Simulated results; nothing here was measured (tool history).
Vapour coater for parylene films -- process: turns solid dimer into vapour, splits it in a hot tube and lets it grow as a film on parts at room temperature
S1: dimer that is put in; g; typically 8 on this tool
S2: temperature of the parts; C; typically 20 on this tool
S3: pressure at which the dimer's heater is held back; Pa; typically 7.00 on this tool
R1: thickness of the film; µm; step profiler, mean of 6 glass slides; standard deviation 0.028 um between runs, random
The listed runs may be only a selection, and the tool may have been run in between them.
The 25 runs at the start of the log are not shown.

| run | hour | S1 | S2 | S3 | R1 |
|---|---|---|---|---|---|
| 26 | 776.8 | 4 | 19 | 4.06 | 1.37 |
| 27 | 815.1 | 6 | 14 | 9.29 | 2.08 |
| 28 | 846.1 | 8 | 19 | 6.04 | 2.43 |
| 29 | 879.6 | 8 | 20 | 3.63 | 2.51 |
| 30 | 905.6 | 8 | 20 | 3.63 | 2.45 |
|  | 917.2 | trap's valve overhauled |
| 31 | 934.8 | 7 | 21 | 7.70 | 2.11 |
| 32 | 959.3 | 7 | 29 | 3.95 | 1.78 |
| 33 | 995.1 | 7 | 29 | 3.95 | 1.81 |
| 34 | 1035.2 | 6 | 23 | 5.97 | 1.68 |
| 35 | 1074.4 | 4 | 14 | 7.00 | 1.43 |
| 36 | 1098.4 | 4 | 14 | 7.00 | 1.37 |
| 37 | 1115.3 | 4 | 14 | 7.00 | 1.37 |
| 38 | 1145.7 | 8 | 24 | 4.38 | 2.13 |
|  | 1177.9 | trap's valve overhauled |
| 39 | 1188.7 | 8 | 24 | 4.38 | 2.39 |
| 40 | 1221.9 | 9 | 25 | 5.10 | 2.44 |
| 41 | 1256.7 | 3 | 29 | 7.00 | 0.70 |
| 42 | 1288.3 | 4 | 28 | 4.23 | 1.00 |
| 43 | 1323.2 | 6 | 26 | 10.52 | 1.39 |
| 44 | 1360.3 | 5 | 15 | 3.56 | 1.83 |
| 45 | 1389.7 | 8 | 29 | 7.00 | 1.74 |
|  | 1421.0 | table's thermometer calibrated |
| 46 | 1431.4 | 8 | 12 | 6.36 | 2.94 |

Each row is a separate what-if for the run after 46, all from the same tool condition, not one after another. Results?
|  | 1438.4 | trap's valve overhauled |
| A | 1459.1 | 8 | 30 | 7.00 | ? |
|  | 1438.4 | trap's valve overhauled |
| B | 1459.1 | 3 | 25 | 5.56 | ? |
|  | 1438.4 | trap's valve overhauled |
| C | 1459.1 | 8 | 20 | 2.30 | ? |

| run | R1 |
|---|---|
| A | 1.91 |
| B | 0.86 |
| C | 2.99 |
Without the tool's unlogged condition, the same runs would have read:
| run | R1 |
|---|---|
| A | 1.93 |
| B | 0.87 |
| C | 3.02 |

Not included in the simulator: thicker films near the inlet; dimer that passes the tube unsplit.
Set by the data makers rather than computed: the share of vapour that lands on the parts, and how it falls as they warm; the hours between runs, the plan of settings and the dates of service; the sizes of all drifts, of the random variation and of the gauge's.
